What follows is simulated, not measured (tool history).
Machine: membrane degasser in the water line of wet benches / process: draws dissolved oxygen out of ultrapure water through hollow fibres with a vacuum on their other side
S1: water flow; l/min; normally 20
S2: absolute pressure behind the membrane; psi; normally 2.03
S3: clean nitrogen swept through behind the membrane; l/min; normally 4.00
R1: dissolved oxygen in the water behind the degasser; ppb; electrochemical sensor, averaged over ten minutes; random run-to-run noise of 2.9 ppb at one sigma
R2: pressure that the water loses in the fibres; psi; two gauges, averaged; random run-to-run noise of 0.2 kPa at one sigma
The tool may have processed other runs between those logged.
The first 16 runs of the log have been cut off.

| run | day | S1 | S2 | S3 | R1 | R2 |
|---|---|---|---|---|---|---|
| 17 | 128.004 | 28 | 2.03 | 4.00 | 535.0 | 10.607 |
| 18 | 133.117 | 20 | 4.25 | 4.00 | 480.6 | 7.591 |
| 19 | 141.879 | 27 | 2.03 | 8.07 | 432.6 | 10.263 |
| 20 | 149.917 | 19 | 2.03 | 3.45 | 303.6 | 7.162 |
| 21 | 156.675 | 19 | 2.07 | 2.65 | 347.9 | 7.275 |
| 22 | 163.171 | 16 | 1.87 | 2.46 | 261.3 | 6.077 |
|  | 170.733 | seals of the vacuum lines changed |
| 23 | 171.925 | 13 | 3.29 | 3.12 | 248.3 | 4.949 |
| 24 | 178.075 | 13 | 3.29 | 3.12 | 255.7 | 4.950 |
| 25 | 185.108 | 21 | 1.73 | 2.55 | 379.0 | 8.025 |
| 26 | 192.358 | 21 | 1.73 | 2.55 | 373.2 | 8.005 |
| 27 | 197.867 | 20 | 2.38 | 2.00 | 478.0 | 7.635 |
| 28 | 207.408 | 18 | 2.38 | 2.00 | 417.1 | 6.853 |
| 29 | 216.996 | 18 | 2.38 | 2.00 | 419.4 | 6.836 |
|  | 219.171 | vacuum gauge calibrated |
| 30 | 223.042 | 18 | 2.38 | 2.00 | 415.6 | 6.869 |
| 31 | 229.679 | 18 | 2.38 | 2.00 | 417.0 | 6.915 |

Consider 5 possible next runs. They are alternatives, not a sequence: every one starts from the tool as it was left by run 31. What does each give?
| A | 237.050 | 18 | 3.70 | 10.29 | ? | ? |
| B | 237.050 | 18 | 4.41 | 2.00 | ? | ? |
| C | 237.050 | 20 | 2.03 | 1.88 | ? | ? |
| D | 237.050 | 18 | 4.53 | 1.62 | ? | ? |
| E | 237.050 | 27 | 1.32 | 1.62 | ? | ? |

| run | R1 | R2 |
|---|---|---|
| A | 241.3 | 6.895 |
| B | 681.1 | 6.904 |
| C | 437.4 | 7.713 |
| D | 811.2 | 6.886 |
| E | 568.9 | 10.328 |
Without the tool's hidden state the same runs would have given:
| run | R1 | R2 |
|---|---|---|
| A | 218.6 | 6.621 |
| B | 658.8 | 6.628 |
| C | 410.6 | 7.407 |
| D | 789.1 | 6.611 |
| E | 525.5 | 9.916 |

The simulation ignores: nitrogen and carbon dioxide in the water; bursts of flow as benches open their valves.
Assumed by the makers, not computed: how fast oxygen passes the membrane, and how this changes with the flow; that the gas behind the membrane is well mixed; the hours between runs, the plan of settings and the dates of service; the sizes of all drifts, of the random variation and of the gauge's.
